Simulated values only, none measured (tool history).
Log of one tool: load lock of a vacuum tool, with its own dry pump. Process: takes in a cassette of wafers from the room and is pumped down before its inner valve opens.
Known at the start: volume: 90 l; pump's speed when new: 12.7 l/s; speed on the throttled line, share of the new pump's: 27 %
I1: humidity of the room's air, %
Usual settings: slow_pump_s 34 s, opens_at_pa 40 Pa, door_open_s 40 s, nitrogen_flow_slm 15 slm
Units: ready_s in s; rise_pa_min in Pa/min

{"run": 1, "hour": 0.0, "slow_pump_s": 34, "opens_at_pa": 40, "door_open_s": 40, "nitrogen_flow_slm": 15, "I1": 46.0, "ready_s": 83.7, "rise_pa_min": 0.034}
{"run": 2, "hour": 448.5, "slow_pump_s": 34, "opens_at_pa": 40, "door_open_s": 128, "nitrogen_flow_slm": 15, "I1": 44.7, "ready_s": 83.9, "rise_pa_min": 0.044}
{"run": 3, "hour": 702.7, "slow_pump_s": 34, "opens_at_pa": 40, "door_open_s": 128, "nitrogen_flow_slm": 15, "I1": 45.7, "ready_s": 84.1, "rise_pa_min": 0.053}
{"run": 4, "hour": 1002.8, "slow_pump_s": 34, "opens_at_pa": 40, "door_open_s": 128, "nitrogen_flow_slm": 15, "I1": 45.8, "ready_s": 84.1, "rise_pa_min": 0.057}
{"run": 5, "hour": 1544.5, "slow_pump_s": 34, "opens_at_pa": 40, "door_open_s": 128, "nitrogen_flow_slm": 15, "I1": 47.5, "ready_s": 84.1, "rise_pa_min": 0.07}
{"run": 6, "hour": 1809.8, "slow_pump_s": 34, "opens_at_pa": 40, "door_open_s": 40, "nitrogen_flow_slm": 15, "I1": 46.4, "ready_s": 84.6, "rise_pa_min": 0.075}
{"run": 7, "hour": 2176.2, "slow_pump_s": 34, "opens_at_pa": 40, "door_open_s": 40, "nitrogen_flow_slm": 15, "I1": 43.7, "ready_s": 84.6, "rise_pa_min": 0.08}
{"run": 8, "hour": 2441.1, "slow_pump_s": 34, "opens_at_pa": 40, "door_open_s": 40, "nitrogen_flow_slm": 15, "I1": 44.2, "ready_s": 85.0, "rise_pa_min": 0.089}
{"run": 9, "hour": 2779.1, "slow_pump_s": 34, "opens_at_pa": 40, "door_open_s": 40, "nitrogen_flow_slm": 15, "I1": 45.7, "ready_s": 85.5, "rise_pa_min": 0.099}
{"run": 10, "hour": 3340.0, "slow_pump_s": 34, "opens_at_pa": 40, "door_open_s": 40, "nitrogen_flow_slm": 15, "I1": 46.2, "ready_s": 84.8, "rise_pa_min": 0.123}
{"run": 11, "hour": 3919.4, "slow_pump_s": 34, "opens_at_pa": 40, "door_open_s": 40, "nitrogen_flow_slm": 15, "I1": 45.0, "ready_s": 86.1, "rise_pa_min": 0.146}
{"run": 12, "hour": 4366.1, "slow_pump_s": 34, "opens_at_pa": 40, "door_open_s": 40, "nitrogen_flow_slm": 37, "I1": 42.4, "ready_s": 85.8, "rise_pa_min": 0.153}
{"run": 13, "hour": 4956.3, "slow_pump_s": 62, "opens_at_pa": 40, "door_open_s": 40, "nitrogen_flow_slm": 15, "I1": 41.7, "ready_s": 105.3, "rise_pa_min": 0.191}
{"run": 14, "hour": 5290.2, "slow_pump_s": 20, "opens_at_pa": 40, "door_open_s": 40, "nitrogen_flow_slm": 15, "I1": 45.0, "ready_s": 77.4, "rise_pa_min": 0.204}
{"run": 15, "hour": 5620.2, "slow_pump_s": 34, "opens_at_pa": 40, "door_open_s": 40, "nitrogen_flow_slm": 8, "I1": 44.8, "ready_s": 85.4, "rise_pa_min": 0.22}
{"run": 16, "hour": 5958.2, "slow_pump_s": 34, "opens_at_pa": 40, "door_open_s": 40, "nitrogen_flow_slm": 15, "I1": 44.2, "ready_s": 87.6, "rise_pa_min": 0.235}
{"run": 17, "hour": 6430.5, "slow_pump_s": 34, "opens_at_pa": 40, "door_open_s": 40, "nitrogen_flow_slm": 15, "I1": 44.6, "ready_s": 87.1, "rise_pa_min": 0.264}
{"run": 18, "hour": 6896.4, "slow_pump_s": 34, "opens_at_pa": 40, "door_open_s": 40, "nitrogen_flow_slm": 15, "I1": 47.1, "ready_s": 87.4, "rise_pa_min": 0.293}
{"hour": 7041.1, "done": "door's seal changed, seat wiped"}
{"run": 19, "hour": 7424.0, "slow_pump_s": 34, "opens_at_pa": 40, "door_open_s": 40, "nitrogen_flow_slm": 15, "I1": 42.9, "ready_s": 88.1, "rise_pa_min": 0.023}
{"run": 20, "hour": 7872.8, "slow_pump_s": 28, "opens_at_pa": 40, "door_open_s": 106, "nitrogen_flow_slm": 34, "I1": 47.0, "ready_s": 82.8, "rise_pa_min": 0.022}
{"run": 21, "hour": 8161.3, "slow_pump_s": 28, "opens_at_pa": 40, "door_open_s": 106, "nitrogen_flow_slm": 34, "I1": 49.9, "ready_s": 83.3, "rise_pa_min": 0.035}
{"run": 22, "hour": 8689.7, "slow_pump_s": 28, "opens_at_pa": 40, "door_open_s": 106, "nitrogen_flow_slm": 34, "I1": 45.2, "ready_s": 82.5, "rise_pa_min": 0.046}
{"run": 23, "hour": 9034.7, "slow_pump_s": 51, "opens_at_pa": 40, "door_open_s": 40, "nitrogen_flow_slm": 15, "I1": 49.5, "ready_s": 101.0, "rise_pa_min": 0.057}
{"run": 24, "hour": 9586.5, "slow_pump_s": 48, "opens_at_pa": 75, "door_open_s": 148, "nitrogen_flow_slm": 29, "I1": 43.0, "ready_s": 92.9, "rise_pa_min": 0.071}
{"run": 25, "hour": 10105.3, "slow_pump_s": 48, "opens_at_pa": 75, "door_open_s": 39, "nitrogen_flow_slm": 5, "I1": 44.6, "ready_s": 94.1, "rise_pa_min": 0.09}
{"run": 26, "hour": 10573.2, "slow_pump_s": 48, "opens_at_pa": 38, "door_open_s": 223, "nitrogen_flow_slm": 5, "I1": 44.6, "ready_s": 99.9, "rise_pa_min": 0.117}
{"run": 27, "hour": 11036.3, "slow_pump_s": 29, "opens_at_pa": 69, "door_open_s": 223, "nitrogen_flow_slm": 6, "I1": 42.9, "ready_s": 81.7, "rise_pa_min": 0.134}
{"run": 28, "hour": 11639.6, "slow_pump_s": 34, "opens_at_pa": 40, "door_open_s": 84, "nitrogen_flow_slm": 6, "I1": 42.3, "ready_s": 90.6, "rise_pa_min": 0.151}
{"run": 29, "hour": 12017.5, "slow_pump_s": 63, "opens_at_pa": 40, "door_open_s": 40, "nitrogen_flow_slm": 15, "I1": 44.9, "ready_s": 109.5, "rise_pa_min": 0.161}
{"run": 30, "hour": 12492.2, "slow_pump_s": 34, "opens_at_pa": 40, "door_open_s": 31, "nitrogen_flow_slm": 15, "I1": 45.0, "ready_s": 90.7, "rise_pa_min": 0.181}
{"run": 31, "hour": 12884.4, "slow_pump_s": 34, "opens_at_pa": 40, "door_open_s": 31, "nitrogen_flow_slm": 15, "I1": 44.1, "ready_s": 90.6, "rise_pa_min": 0.202}
{"run": 32, "hour": 13207.1, "slow_pump_s": 62, "opens_at_pa": 51, "door_open_s": 145, "nitrogen_flow_slm": 22, "I1": 47.5, "ready_s": 108.8, "rise_pa_min": 0.228}
{"run": 33, "hour": 13669.8, "slow_pump_s": 62, "opens_at_pa": 51, "door_open_s": 145, "nitrogen_flow_slm": 22, "I1": 45.1, "ready_s": 107.3, "rise_pa_min": 0.242}
{"run": 34, "hour": 14185.8, "slow_pump_s": 29, "opens_at_pa": 51, "door_open_s": 145, "nitrogen_flow_slm": 22, "I1": 45.3, "ready_s": 85.8, "rise_pa_min": 0.275}
{"run": 35, "hour": 14737.3, "slow_pump_s": 34, "opens_at_pa": 63, "door_open_s": 40, "nitrogen_flow_slm": 5, "I1": 43.8, "ready_s": 88.2, "rise_pa_min": 0.323}
{"hour": 14837.3, "done": "door's seal changed, seat wiped"}
{"hour": 14964.9, "done": "dry pump taken out, an overhauled one fitted"}
{"run": 36, "hour": 15222.2, "slow_pump_s": 47, "opens_at_pa": 50, "door_open_s": 50, "nitrogen_flow_slm": 15, "I1": 46.3, "ready_s": 88.7, "rise_pa_min": 0.019}
{"run": 37, "hour": 15718.5, "slow_pump_s": 32, "opens_at_pa": 50, "door_open_s": 40, "nitrogen_flow_slm": 15, "I1": 45.6, "ready_s": 77.9, "rise_pa_min": 0.034}

3 ways to go on from here, each from the tool as it stands after run 37. What would each give?
{"run": "A", "hour": 16307.1, "slow_pump_s": 20, "opens_at_pa": 50, "door_open_s": 54, "nitrogen_flow_slm": 15, "I1": 42.2, "ready_s": "?", "rise_pa_min": "?"}
{"run": "B", "hour": 16307.1, "slow_pump_s": 37, "opens_at_pa": 50, "door_open_s": 40, "nitrogen_flow_slm": 10, "I1": 45.5, "ready_s": "?", "rise_pa_min": "?"}
{"run": "C", "hour": 16307.1, "slow_pump_s": 34, "opens_at_pa": 74, "door_open_s": 32, "nitrogen_flow_slm": 5, "I1": 44.3, "ready_s": "?", "rise_pa_min": "?"}

run=A ready_s=68.8 rise_pa_min=0.039
run=B ready_s=81.4 rise_pa_min=0.039
run=C ready_s=76.6 rise_pa_min=0.047
Without the tool's hidden state the same runs would have given:
run=A ready_s=68.0 rise_pa_min=0.017
run=B ready_s=80.7 rise_pa_min=0.017
run=C ready_s=76.0 rise_pa_min=0.026
